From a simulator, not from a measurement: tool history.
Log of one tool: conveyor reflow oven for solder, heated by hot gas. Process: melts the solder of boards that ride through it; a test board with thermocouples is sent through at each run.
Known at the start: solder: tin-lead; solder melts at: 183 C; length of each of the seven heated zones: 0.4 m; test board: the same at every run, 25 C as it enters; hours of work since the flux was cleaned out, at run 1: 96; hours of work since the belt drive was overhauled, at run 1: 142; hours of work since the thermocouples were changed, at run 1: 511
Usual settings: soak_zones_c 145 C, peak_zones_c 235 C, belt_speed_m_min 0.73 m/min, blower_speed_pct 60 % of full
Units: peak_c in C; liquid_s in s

| run | hour | soak_zones_c | peak_zones_c | belt_speed_m_min | blower_speed_pct | hours of work since the flux was cleaned out | hours of work since the belt drive was overhauled | hours of work since the thermocouples were changed | peak_c | liquid_s |
|---|---|---|---|---|---|---|---|---|---|---|
| 1 | 0 | 145 | 235 | 0.73 | 60 | 96 | 142 | 511 | 215.8 | 49.1 |
| 2 | 11.2 | 145 | 235 | 0.73 | 60 | 101 | 148 | 517 | 215.7 | 51.7 |
| 3 | 23.8 | 145 | 235 | 0.73 | 60 | 108 | 155 | 523 | 215.7 | 49 |
| 4 | 36.2 | 145 | 235 | 0.73 | 60 | 114 | 161 | 530 | 215.4 | 49.2 |
| 5 | 44.6 | 145 | 235 | 0.73 | 60 | 118 | 165 | 534 | 215.7 | 50.8 |
|  | 49.2 | belt drive overhauled, speed set with a stopwatch |
| 6 | 56.6 | 143 | 235 | 0.73 | 71 | 122 | 4 | 538 | 216.9 | 49.9 |
| 7 | 66.3 | 143 | 235 | 0.595 | 71 | 127 | 9 | 543 | 221.8 | 67.4 |
| 8 | 71.9 | 143 | 235 | 0.595 | 71 | 130 | 12 | 546 | 222.6 | 67.2 |
| 9 | 84.7 | 143 | 235 | 0.659 | 60 | 137 | 18 | 552 | 219.2 | 57.2 |
| 10 | 90.1 | 143 | 235 | 0.659 | 60 | 139 | 21 | 555 | 217.4 | 56.9 |

Forecast each of these 5 alternatives for the next run:
| A | 95.6 | 145 | 235 | 0.73 | 53 | 142 | 24 | 558 | ? | ? |
| B | 95.6 | 158 | 235 | 0.659 | 65 | 142 | 24 | 558 | ? | ? |
| C | 95.6 | 143 | 226 | 0.659 | 60 | 142 | 24 | 558 | ? | ? |
| D | 95.6 | 143 | 232 | 0.659 | 64 | 142 | 24 | 558 | ? | ? |
| E | 95.6 | 143 | 235 | 0.74 | 60 | 142 | 24 | 558 | ? | ? |

| run | peak_c | liquid_s |
|---|---|---|
| A | 214.5 | 47.3 |
| B | 221.1 | 66.7 |
| C | 209.5 | 51.1 |
| D | 216.2 | 54.9 |
| E | 214.5 | 48.2 |
Without the tool's hidden state the same runs would have given:
| run | peak_c | liquid_s |
|---|---|---|
| A | 217 | 49.1 |
| B | 223.6 | 67.9 |
| C | 212 | 53.2 |
| D | 218.9 | 56.6 |
| E | 217.2 | 50 |

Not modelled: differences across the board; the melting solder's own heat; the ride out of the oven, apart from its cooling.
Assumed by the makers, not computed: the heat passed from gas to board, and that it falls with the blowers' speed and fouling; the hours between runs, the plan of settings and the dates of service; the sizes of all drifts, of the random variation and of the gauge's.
